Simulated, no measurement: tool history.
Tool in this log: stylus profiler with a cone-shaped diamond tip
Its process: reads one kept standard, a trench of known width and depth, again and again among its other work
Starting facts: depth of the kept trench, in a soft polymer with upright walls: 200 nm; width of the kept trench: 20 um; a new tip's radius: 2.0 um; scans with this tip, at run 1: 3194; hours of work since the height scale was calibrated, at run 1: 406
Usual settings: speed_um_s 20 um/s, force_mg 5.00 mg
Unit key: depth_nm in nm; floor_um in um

run,hour,speed_um_s,force_mg,scans with this tip,hours of work since the height scale was calibrated,depth_nm,floor_um
1,0.0,20,5.00,3194,406,202.88,18.21
2,24.8,55,5.00,3350,426,202.93,18.04
3,59.1,55,5.00,3566,453,203.08,18.07
4,103.3,55,5.00,3843,488,202.89,18.10
5,126.9,55,5.00,3992,507,202.73,18.09
6,163.5,55,5.00,4222,536,202.71,18.09
7,205.5,7,5.00,4486,570,203.12,18.25
8,233.8,20,14.39,4664,593,206.09,18.22
9,264.5,20,12.72,4857,617,205.74,18.21
10,295.4,20,12.72,5051,642,205.82,18.18
11,317.3,6,5.00,5189,659,202.94,18.25
12,342.3,6,14.48,5346,679,206.18,18.18
13,370.1,13,11.57,5521,701,205.28,18.22
14,403.5,10,2.36,5731,728,201.76,18.20
15,438.6,6,2.84,5951,756,202.26,18.22
16,484.8,28,2.30,6242,793,201.60,18.15
17,521.3,28,2.30,6471,822,201.79,18.16

What if the next run were any one of these 4? Each begins from the tool's condition after run 17:
A,567.3,6,8.70,6760,859,?,?
B,567.3,8,10.91,6760,859,?,?
C,567.3,6,1.92,6760,859,?,?
D,567.3,47,1.81,6760,859,?,?

run,depth_nm,floor_um
A,204.36,18.30
B,205.13,18.25
C,201.62,18.26
D,201.42,18.02
Without the tool's unlogged condition, the same runs would have read:
run,depth_nm,floor_um
A,204.37,18.30
B,205.14,18.26
C,201.63,18.27
D,201.43,18.03

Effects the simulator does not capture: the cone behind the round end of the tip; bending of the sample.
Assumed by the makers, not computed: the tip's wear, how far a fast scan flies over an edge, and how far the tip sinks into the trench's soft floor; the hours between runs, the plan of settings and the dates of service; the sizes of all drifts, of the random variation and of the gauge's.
